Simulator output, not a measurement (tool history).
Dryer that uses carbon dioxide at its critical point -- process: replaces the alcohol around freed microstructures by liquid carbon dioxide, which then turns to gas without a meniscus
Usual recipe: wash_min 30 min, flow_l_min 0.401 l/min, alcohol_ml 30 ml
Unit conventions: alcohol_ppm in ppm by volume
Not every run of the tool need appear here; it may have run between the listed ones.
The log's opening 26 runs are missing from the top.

run 27 hour=529 | wash_min=30 flow_l_min=0.282 alcohol_ml=30 | alcohol_ppm=1044
run 28 hour=542.5 | wash_min=42 flow_l_min=0.439 alcohol_ml=24 | alcohol_ppm=55
run 29 hour=556.4 | wash_min=42 flow_l_min=0.439 alcohol_ml=24 | alcohol_ppm=61
run 30 hour=575 | wash_min=42 flow_l_min=0.439 alcohol_ml=24 | alcohol_ppm=60
run 31 hour=586.7 | wash_min=20 flow_l_min=0.255 alcohol_ml=51 | alcohol_ppm=5135
run 32 hour=603.6 | wash_min=30 flow_l_min=0.477 alcohol_ml=30 | alcohol_ppm=201
run 33 hour=628.9 | wash_min=19 flow_l_min=0.401 alcohol_ml=20 | alcohol_ppm=920
run 34 hour=647.7 | wash_min=46 flow_l_min=0.581 alcohol_ml=30 | alcohol_ppm=34
run 35 hour=664.9 | wash_min=30 flow_l_min=0.653 alcohol_ml=53 | alcohol_ppm=96
run 36 hour=684.1 | wash_min=36 flow_l_min=0.381 alcohol_ml=66 | alcohol_ppm=465
run 37 hour=705.9 | wash_min=23 flow_l_min=0.388 alcohol_ml=64 | alcohol_ppm=1990
run 38 hour=723.9 | wash_min=24 flow_l_min=0.546 alcohol_ml=30 | alcohol_ppm=278
run 39 hour=750.7 | wash_min=24 flow_l_min=0.546 alcohol_ml=95 | alcohol_ppm=831
-- hour=769.4 inlet filter changed
run 40 hour=774.5 | wash_min=40 flow_l_min=0.546 alcohol_ml=24 | alcohol_ppm=47
run 41 hour=789.5 | wash_min=28 flow_l_min=0.649 alcohol_ml=25 | alcohol_ppm=44
run 42 hour=804.6 | wash_min=33 flow_l_min=0.583 alcohol_ml=25 | alcohol_ppm=59
run 43 hour=826.9 | wash_min=29 flow_l_min=0.427 alcohol_ml=63 | alcohol_ppm=435
run 44 hour=837.8 | wash_min=29 flow_l_min=0.427 alcohol_ml=63 | alcohol_ppm=445
run 45 hour=852.1 | wash_min=30 flow_l_min=0.401 alcohol_ml=54 | alcohol_ppm=425
run 46 hour=871.1 | wash_min=30 flow_l_min=0.401 alcohol_ml=54 | alcohol_ppm=433
run 47 hour=897.7 | wash_min=34 flow_l_min=0.535 alcohol_ml=54 | alcohol_ppm=86

Alternative continuations, all from the tool just after run 47; predict every row:
run A hour=922.8 | wash_min=34 flow_l_min=0.333 alcohol_ml=54 | alcohol_ppm=?
run B hour=922.8 | wash_min=24 flow_l_min=0.645 alcohol_ml=93 | alcohol_ppm=?
run C hour=922.8 | wash_min=34 flow_l_min=0.337 alcohol_ml=54 | alcohol_ppm=?
run D hour=922.8 | wash_min=30 flow_l_min=0.555 alcohol_ml=30 | alcohol_ppm=?

run=A alcohol_ppm=573
run=B alcohol_ppm=245
run=C alcohol_ppm=552
run=D alcohol_ppm=88
With no hidden state in the tool, these same runs would have given:
run=A alcohol_ppm=491
run=B alcohol_ppm=185
run=C alcohol_ppm=470
run=D alcohol_ppm=45
